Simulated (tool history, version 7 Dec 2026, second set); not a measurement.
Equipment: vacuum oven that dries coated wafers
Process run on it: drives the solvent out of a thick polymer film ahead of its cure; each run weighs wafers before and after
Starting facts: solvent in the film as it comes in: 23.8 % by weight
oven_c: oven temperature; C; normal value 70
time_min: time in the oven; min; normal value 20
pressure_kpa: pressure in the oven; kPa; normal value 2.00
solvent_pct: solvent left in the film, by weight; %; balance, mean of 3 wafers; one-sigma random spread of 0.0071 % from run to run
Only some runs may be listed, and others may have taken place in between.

Run 1, hour 0.0: usual settings. Result: solvent_pct 1.423 %.
Run 2, hour 6.9: usual settings. Result: solvent_pct 1.424 %.
Run 3, hour 13.8: usual settings. Result: solvent_pct 1.442 %.
Run 4, hour 27.2: usual settings. Result: solvent_pct 1.433 %.
Run 5, hour 36.6: usual settings but pressure_kpa 2.57 kPa. Result: solvent_pct 1.665 %.
Run 6, hour 47.2: usual settings but time_min 19 min. Result: solvent_pct 1.538 %.
Run 7, hour 59.5: usual settings but oven_c 77 C. Result: solvent_pct 0.687 %.
Run 8, hour 73.7: usual settings but oven_c 77 C. Result: solvent_pct 0.684 %.
Run 9, hour 82.6: usual settings but oven_c 77 C. Result: solvent_pct 0.678 %.
Run 10, hour 91.0: usual settings but oven_c 77 C. Result: solvent_pct 0.669 %.
Run 11, hour 102.9: usual settings but oven_c 77 C. Result: solvent_pct 0.694 %.
Run 12, hour 109.7: usual settings but oven_c 55 C. Result: solvent_pct 7.669 %.
Run 13, hour 120.0: usual settings but oven_c 80 C, time_min 18 min, pressure_kpa 2.12 kPa. Result: solvent_pct 0.600 %.
Run 14, hour 130.5: usual settings but oven_c 73 C, time_min 14 min, pressure_kpa 2.12 kPa. Result: solvent_pct 1.710 %.
Run 15, hour 140.6: usual settings but oven_c 73 C, time_min 14 min, pressure_kpa 2.12 kPa. Result: solvent_pct 1.721 %.

Forecast run 16:
Run 16, hour 154.8: usual settings but oven_c 73 C, time_min 14 min, pressure_kpa 2.12 kPa. Result: solvent_pct ?.

solvent_pct: 1.709 %
Take away the tool's hidden state, keep the run-to-run variation as it was, and the same run would have given solvent_pct 1.808 %.
